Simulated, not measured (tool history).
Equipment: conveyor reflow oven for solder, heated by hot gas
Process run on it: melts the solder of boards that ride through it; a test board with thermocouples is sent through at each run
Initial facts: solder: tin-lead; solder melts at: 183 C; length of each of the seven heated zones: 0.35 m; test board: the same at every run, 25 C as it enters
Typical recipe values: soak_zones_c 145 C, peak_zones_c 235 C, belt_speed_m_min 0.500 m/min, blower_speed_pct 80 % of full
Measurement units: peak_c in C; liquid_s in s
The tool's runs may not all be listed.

{"run": 1, "hour": 0.0, "soak_zones_c": 145, "peak_zones_c": 235, "belt_speed_m_min": 0.5, "blower_speed_pct": 80, "peak_c": 216.5, "liquid_s": 66.0}
{"run": 2, "hour": 42.6, "soak_zones_c": 145, "peak_zones_c": 235, "belt_speed_m_min": 0.5, "blower_speed_pct": 80, "peak_c": 216.6, "liquid_s": 65.8}
{"run": 3, "hour": 90.0, "soak_zones_c": 145, "peak_zones_c": 235, "belt_speed_m_min": 0.5, "blower_speed_pct": 80, "peak_c": 216.2, "liquid_s": 65.9}
{"run": 4, "hour": 150.9, "soak_zones_c": 145, "peak_zones_c": 235, "belt_speed_m_min": 0.5, "blower_speed_pct": 80, "peak_c": 216.5, "liquid_s": 65.3}
{"hour": 183.1, "done": "flux residue cleaned out of gas plates and filters"}
{"run": 5, "hour": 208.8, "soak_zones_c": 145, "peak_zones_c": 235, "belt_speed_m_min": 0.5, "blower_speed_pct": 80, "peak_c": 220.1, "liquid_s": 69.4}
{"run": 6, "hour": 243.9, "soak_zones_c": 145, "peak_zones_c": 235, "belt_speed_m_min": 0.5, "blower_speed_pct": 80, "peak_c": 220.0, "liquid_s": 69.1}
{"run": 7, "hour": 289.0, "soak_zones_c": 146, "peak_zones_c": 235, "belt_speed_m_min": 0.5, "blower_speed_pct": 80, "peak_c": 219.6, "liquid_s": 69.2}
{"run": 8, "hour": 345.9, "soak_zones_c": 145, "peak_zones_c": 235, "belt_speed_m_min": 0.407, "blower_speed_pct": 80, "peak_c": 225.0, "liquid_s": 90.7}
{"hour": 381.9, "done": "thermocouples of zones 6 and 7 changed"}
{"run": 9, "hour": 392.4, "soak_zones_c": 145, "peak_zones_c": 235, "belt_speed_m_min": 0.5, "blower_speed_pct": 56, "peak_c": 208.3, "liquid_s": 56.4}
{"run": 10, "hour": 447.1, "soak_zones_c": 145, "peak_zones_c": 235, "belt_speed_m_min": 0.5, "blower_speed_pct": 56, "peak_c": 208.8, "liquid_s": 55.6}
{"run": 11, "hour": 511.9, "soak_zones_c": 145, "peak_zones_c": 235, "belt_speed_m_min": 0.476, "blower_speed_pct": 56, "peak_c": 209.5, "liquid_s": 60.4}
{"run": 12, "hour": 558.2, "soak_zones_c": 139, "peak_zones_c": 235, "belt_speed_m_min": 0.5, "blower_speed_pct": 80, "peak_c": 214.9, "liquid_s": 62.4}
{"run": 13, "hour": 620.9, "soak_zones_c": 145, "peak_zones_c": 232, "belt_speed_m_min": 0.5, "blower_speed_pct": 80, "peak_c": 213.9, "liquid_s": 63.8}
{"run": 14, "hour": 671.3, "soak_zones_c": 145, "peak_zones_c": 235, "belt_speed_m_min": 0.5, "blower_speed_pct": 80, "peak_c": 215.7, "liquid_s": 66.1}
{"run": 15, "hour": 700.0, "soak_zones_c": 145, "peak_zones_c": 235, "belt_speed_m_min": 0.5, "blower_speed_pct": 80, "peak_c": 215.8, "liquid_s": 65.3}
{"run": 16, "hour": 764.3, "soak_zones_c": 145, "peak_zones_c": 235, "belt_speed_m_min": 0.5, "blower_speed_pct": 80, "peak_c": 215.5, "liquid_s": 65.0}
{"run": 17, "hour": 800.7, "soak_zones_c": 145, "peak_zones_c": 235, "belt_speed_m_min": 0.5, "blower_speed_pct": 80, "peak_c": 215.3, "liquid_s": 64.9}
{"hour": 836.4, "done": "flux residue cleaned out of gas plates and filters"}
{"run": 18, "hour": 856.3, "soak_zones_c": 145, "peak_zones_c": 236, "belt_speed_m_min": 0.449, "blower_speed_pct": 80, "peak_c": 222.4, "liquid_s": 81.5}
{"run": 19, "hour": 897.5, "soak_zones_c": 145, "peak_zones_c": 231, "belt_speed_m_min": 0.5, "blower_speed_pct": 80, "peak_c": 215.5, "liquid_s": 66.2}
{"run": 20, "hour": 926.6, "soak_zones_c": 151, "peak_zones_c": 227, "belt_speed_m_min": 0.41, "blower_speed_pct": 87, "peak_c": 218.9, "liquid_s": 90.1}
{"run": 21, "hour": 973.2, "soak_zones_c": 145, "peak_zones_c": 234, "belt_speed_m_min": 0.41, "blower_speed_pct": 87, "peak_c": 224.4, "liquid_s": 90.8}
{"run": 22, "hour": 1010.2, "soak_zones_c": 145, "peak_zones_c": 247, "belt_speed_m_min": 0.58, "blower_speed_pct": 80, "peak_c": 223.0, "liquid_s": 61.5}
{"run": 23, "hour": 1075.1, "soak_zones_c": 145, "peak_zones_c": 247, "belt_speed_m_min": 0.58, "blower_speed_pct": 80, "peak_c": 222.7, "liquid_s": 61.2}
{"run": 24, "hour": 1107.7, "soak_zones_c": 145, "peak_zones_c": 247, "belt_speed_m_min": 0.573, "blower_speed_pct": 80, "peak_c": 222.9, "liquid_s": 62.8}
{"run": 25, "hour": 1149.3, "soak_zones_c": 145, "peak_zones_c": 223, "belt_speed_m_min": 0.573, "blower_speed_pct": 80, "peak_c": 203.4, "liquid_s": 45.2}
{"run": 26, "hour": 1211.3, "soak_zones_c": 145, "peak_zones_c": 223, "belt_speed_m_min": 0.573, "blower_speed_pct": 80, "peak_c": 203.4, "liquid_s": 44.4}
{"run": 27, "hour": 1273.9, "soak_zones_c": 145, "peak_zones_c": 235, "belt_speed_m_min": 0.5, "blower_speed_pct": 60, "peak_c": 210.6, "liquid_s": 59.1}
{"run": 28, "hour": 1322.6, "soak_zones_c": 145, "peak_zones_c": 230, "belt_speed_m_min": 0.5, "blower_speed_pct": 80, "peak_c": 213.2, "liquid_s": 63.2}
{"run": 29, "hour": 1387.1, "soak_zones_c": 157, "peak_zones_c": 234, "belt_speed_m_min": 0.5, "blower_speed_pct": 80, "peak_c": 218.1, "liquid_s": 74.9}
{"hour": 1400.0, "done": "belt drive overhauled, speed set with a stopwatch"}
{"run": 30, "hour": 1429.4, "soak_zones_c": 142, "peak_zones_c": 247, "belt_speed_m_min": 0.432, "blower_speed_pct": 50, "peak_c": 217.8, "liquid_s": 72.8}
{"run": 31, "hour": 1483.3, "soak_zones_c": 142, "peak_zones_c": 243, "belt_speed_m_min": 0.432, "blower_speed_pct": 68, "peak_c": 222.1, "liquid_s": 78.3}

Forecast each of these 3 alternatives for the next run:
{"hour": 1491.8, "done": "flux residue cleaned out of gas plates and filters"}
{"run": "A", "hour": 1518.6, "soak_zones_c": 145, "peak_zones_c": 229, "belt_speed_m_min": 0.5, "blower_speed_pct": 75, "peak_c": "?", "liquid_s": "?"}
{"hour": 1491.8, "done": "flux residue cleaned out of gas plates and filters"}
{"run": "B", "hour": 1518.6, "soak_zones_c": 149, "peak_zones_c": 242, "belt_speed_m_min": 0.432, "blower_speed_pct": 52, "peak_c": "?", "liquid_s": "?"}
{"hour": 1491.8, "done": "flux residue cleaned out of gas plates and filters"}
{"run": "C", "hour": 1518.6, "soak_zones_c": 145, "peak_zones_c": 246, "belt_speed_m_min": 0.429, "blower_speed_pct": 80, "peak_c": "?", "liquid_s": "?"}

run=A peak_c=212.2 liquid_s=60.3
run=B peak_c=219.9 liquid_s=79.0
run=C peak_c=232.9 liquid_s=89.2
The same runs, with their run-to-run variation unchanged, on a tool lacking any hidden condition would have given:
run=A peak_c=211.4 liquid_s=59.5
run=B peak_c=219.1 liquid_s=78.1
run=C peak_c=232.0 liquid_s=88.5

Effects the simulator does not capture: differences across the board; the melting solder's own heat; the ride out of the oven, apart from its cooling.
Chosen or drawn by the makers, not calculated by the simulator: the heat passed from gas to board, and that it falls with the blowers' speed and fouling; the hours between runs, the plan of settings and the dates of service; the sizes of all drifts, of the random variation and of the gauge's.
